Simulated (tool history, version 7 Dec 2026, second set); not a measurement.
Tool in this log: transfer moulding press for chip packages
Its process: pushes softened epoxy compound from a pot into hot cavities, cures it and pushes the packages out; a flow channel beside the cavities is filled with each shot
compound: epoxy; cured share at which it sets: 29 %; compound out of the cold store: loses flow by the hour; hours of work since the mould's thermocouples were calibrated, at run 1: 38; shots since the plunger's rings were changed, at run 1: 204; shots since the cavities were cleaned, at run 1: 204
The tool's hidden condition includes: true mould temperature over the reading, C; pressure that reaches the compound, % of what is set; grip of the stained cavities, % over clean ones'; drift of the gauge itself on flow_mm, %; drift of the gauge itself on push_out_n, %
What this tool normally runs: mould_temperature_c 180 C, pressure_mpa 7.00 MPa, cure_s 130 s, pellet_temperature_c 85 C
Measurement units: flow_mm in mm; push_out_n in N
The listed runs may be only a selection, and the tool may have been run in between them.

run	hour	mould_temperature_c	pressure_mpa	cure_s	pellet_temperature_c	hours of work since the mould's thermocouples were calibrated	shots since the plunger's rings were changed	shots since the cavities were cleaned	incoming compound's hours out of the cold store	flow_mm	push_out_n
1	0.0	180	7.00	130	85	38	204	204	16.8	924	507
2	76.4	180	7.00	130	88	71	713	713	19.4	928	647
# hour 89.5: cavities cleaned with cleaning compound and waxed
3	156.8	180	7.00	130	88	105	1239	449	18.0	919	569
# hour 209.7: cavities cleaned with cleaning compound and waxed
4	218.7	180	7.00	130	88	131	1642	61	31.3	865	424
5	256.8	180	7.00	130	85	147	1895	314	24.7	886	541
6	314.7	180	7.00	130	85	172	2281	700	20.4	897	654
# hour 335.3: cavities cleaned with cleaning compound and waxed
7	355.4	180	7.00	130	85	189	2543	135	9.8	943	468
8	421.4	180	5.86	130	85	217	2982	574	46.3	740	587
# hour 455.1: cavities cleaned with cleaning compound and waxed
9	507.5	184	7.00	130	85	253	3546	349	47.2	778	456
# hour 576.0: cavities cleaned with cleaning compound and waxed
10	584.7	180	7.00	130	85	286	4051	59	38.8	814	408
# hour 630.7: mould's thermocouples calibrated
11	654.6	180	7.00	130	85	10	4503	511	34.5	826	562
# hour 700.2: cavities cleaned with cleaning compound and waxed
12	700.7	180	7.00	130	85	29	4800	3	25.4	836	350
# hour 721.8: plunger's sealing rings changed
13	755.8	180	7.00	130	85	52	226	354	19.0	934	522
14	817.6	180	7.00	130	85	78	638	766	29.0	881	643
# hour 823.0: cavities cleaned with cleaning compound and waxed
15	858.1	185	6.39	135	76	95	898	234	14.2	860	411
16	909.5	185	6.39	135	76	117	1240	576	32.2	801	492
# hour 947.4: cavities cleaned with cleaning compound and waxed
17	975.1	180	8.55	130	75	145	1667	184	15.6	1021	474
18	1022.3	180	6.81	130	85	165	1982	499	25.8	860	548
# hour 1067.0: cavities cleaned with cleaning compound and waxed
19	1076.7	179	7.00	130	92	188	2335	65	9.2	923	436
20	1118.1	179	7.00	130	92	205	2611	341	20.4	889	570
21	1179.5	179	7.00	130	92	232	3020	750	20.9	891	673
# hour 1191.3: cavities cleaned with cleaning compound and waxed
22	1241.1	180	7.00	130	77	257	3421	332	37.6	820	513
# hour 1311.2: cavities cleaned with cleaning compound and waxed
23	1321.4	180	5.53	159	85	291	3946	68	47.8	699	345
# hour 1358.2: mould's thermocouples calibrated
24	1376.6	180	7.66	150	85	8	4300	422	45.7	807	495
25	1425.9	180	7.66	150	85	29	4629	751	9.4	922	561
# hour 1435.1: cavities cleaned with cleaning compound and waxed
# hour 1476.0: plunger's sealing rings changed
26	1515.4	180	7.00	130	76	66	263	519	17.4	941	565
# hour 1560.8: cavities cleaned with cleaning compound and waxed
27	1564.6	180	7.00	148	89	86	581	25	39.3	858	334
28	1620.2	180	7.54	155	92	110	951	395	40.1	878	452

Alternative continuations, all from the tool just after run 28; predict every row:
# hour 1680.8: cavities cleaned with cleaning compound and waxed
A	1686.2	176	7.54	126	92	138	1381	36	13.0	?	?
# hour 1680.8: cavities cleaned with cleaning compound and waxed
B	1686.2	180	5.55	155	75	138	1381	36	32.6	?	?
# hour 1680.8: cavities cleaned with cleaning compound and waxed
C	1686.2	178	7.00	130	85	138	1381	36	32.1	?	?

run	flow_mm	push_out_n
A	988	549
B	768	334
C	877	455
Had the tool no hidden state, the same runs would have come out as:
run	flow_mm	push_out_n
A	1007	495
B	784	309
C	895	414
